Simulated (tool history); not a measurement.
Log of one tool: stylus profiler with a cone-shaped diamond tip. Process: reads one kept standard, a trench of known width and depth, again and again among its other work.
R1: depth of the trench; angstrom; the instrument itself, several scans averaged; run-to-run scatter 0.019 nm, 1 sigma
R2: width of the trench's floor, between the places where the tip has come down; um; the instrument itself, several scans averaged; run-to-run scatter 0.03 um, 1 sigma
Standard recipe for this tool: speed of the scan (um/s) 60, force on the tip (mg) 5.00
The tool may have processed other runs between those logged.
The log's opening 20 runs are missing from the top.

Run 21, hour 614.3: usual settings but speed of the scan (um/s) 43, force on the tip (mg) 3.63. Result: R1 1017.8 angstrom, R2 17.68 um.
Run 22, hour 646.1: usual settings but speed of the scan (um/s) 81, force on the tip (mg) 7.23. Result: R1 1028.3 angstrom, R2 17.60 um.
Run 23, hour 666.0: usual settings but speed of the scan (um/s) 116, force on the tip (mg) 3.61. Result: R1 1018.2 angstrom, R2 17.47 um.
Run 24, hour 686.6: usual settings but speed of the scan (um/s) 164, force on the tip (mg) 8.15. Result: R1 1030.6 angstrom, R2 17.42 um.
Run 25, hour 726.5: usual settings but speed of the scan (um/s) 164, force on the tip (mg) 8.15. Result: R1 1030.7 angstrom, R2 17.41 um.
Run 26, hour 754.9: usual settings but speed of the scan (um/s) 164, force on the tip (mg) 8.15. Result: R1 1030.8 angstrom, R2 17.33 um.
Run 27, hour 779.7: usual settings but speed of the scan (um/s) 73, force on the tip (mg) 10.59. Result: R1 1036.6 angstrom, R2 17.46 um.
Run 28, hour 810.9: usual settings but speed of the scan (um/s) 22, force on the tip (mg) 6.72. Result: R1 1027.0 angstrom, R2 17.52 um.
Run 29, hour 829.1: usual settings but speed of the scan (um/s) 208, force on the tip (mg) 8.32. Result: R1 1031.5 angstrom, R2 17.24 um.
Run 30, hour 848.0: usual settings but force on the tip (mg) 6.42. Result: R1 1026.6 angstrom, R2 17.45 um.
Run 31, hour 864.6: usual settings but force on the tip (mg) 6.42. Result: R1 1026.4 angstrom, R2 17.46 um.
Run 32, hour 900.9: usual settings but speed of the scan (um/s) 67, force on the tip (mg) 7.78. Result: R1 1030.4 angstrom, R2 17.36 um.

Alternative continuations, all from the tool just after run 32; predict every row:
Run A, hour 942.2: usual settings but speed of the scan (um/s) 16, force on the tip (mg) 5.64. Result: R1 ?, R2 ?.
Run B, hour 942.2: usual settings but speed of the scan (um/s) 72, force on the tip (mg) 1.87. Result: R1 ?, R2 ?.
Run C, hour 942.2: usual settings but speed of the scan (um/s) 39, force on the tip (mg) 6.59. Result: R1 ?, R2 ?.
Run D, hour 942.2: usual settings but speed of the scan (um/s) 25, force on the tip (mg) 3.52. Result: R1 ?, R2 ?.

run      R1     R2
  A  1025.0  17.37
  B  1012.4  17.22
  C  1027.5  17.37
  D  1018.4  17.39
With the hidden condition removed and each run's random variation left untouched, the same runs would have given:
run      R1     R2
  A  1023.7  17.95
  B  1011.1  17.79
  C  1026.2  17.95
  D  1017.1  17.97
